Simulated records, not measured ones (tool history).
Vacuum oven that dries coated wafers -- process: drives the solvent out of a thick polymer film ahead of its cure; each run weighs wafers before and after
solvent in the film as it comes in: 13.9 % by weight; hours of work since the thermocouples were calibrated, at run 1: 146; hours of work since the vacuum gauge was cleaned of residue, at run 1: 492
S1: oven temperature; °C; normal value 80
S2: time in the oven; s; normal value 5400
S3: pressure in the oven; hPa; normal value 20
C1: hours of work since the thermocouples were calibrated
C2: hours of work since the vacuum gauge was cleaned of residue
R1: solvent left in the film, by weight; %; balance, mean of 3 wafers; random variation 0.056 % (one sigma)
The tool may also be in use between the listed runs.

run	hour	S1	S2	S3	C1	C2	R1
1	0	80	5400	20	146	492	2.61
2	23.4	76	5400	20	160	506	3.43
3	58.9	76	5400	20	180	527	3.4
4	93.6	76	5400	20	201	547	3.54
5	121.7	80	5400	68	218	564	4.83
6	154	80	5400	68	237	583	4.64
7	182.5	80	5400	68	254	600	4.7
8	201	80	5400	20	264	610	2.61
9	232.2	80	5400	20	283	629	2.54
10	267.9	82	5400	20	304	650	2.3
11	287.1	80	5400	20	315	661	2.48
12	307.2	93	9060	60	327	673	1.86
13	334.2	93	9060	60	343	689	1.85
14	352	75	8280	37.4	354	700	3.27

Run 15, settings as shown, results not yet in. Your forecast:
15	378.7	75	3720	43.9	369	715	?

R1: 6.15 %
On a tool with no hidden condition, and with the same random variation, this run would have come out at R1 6.15 %.
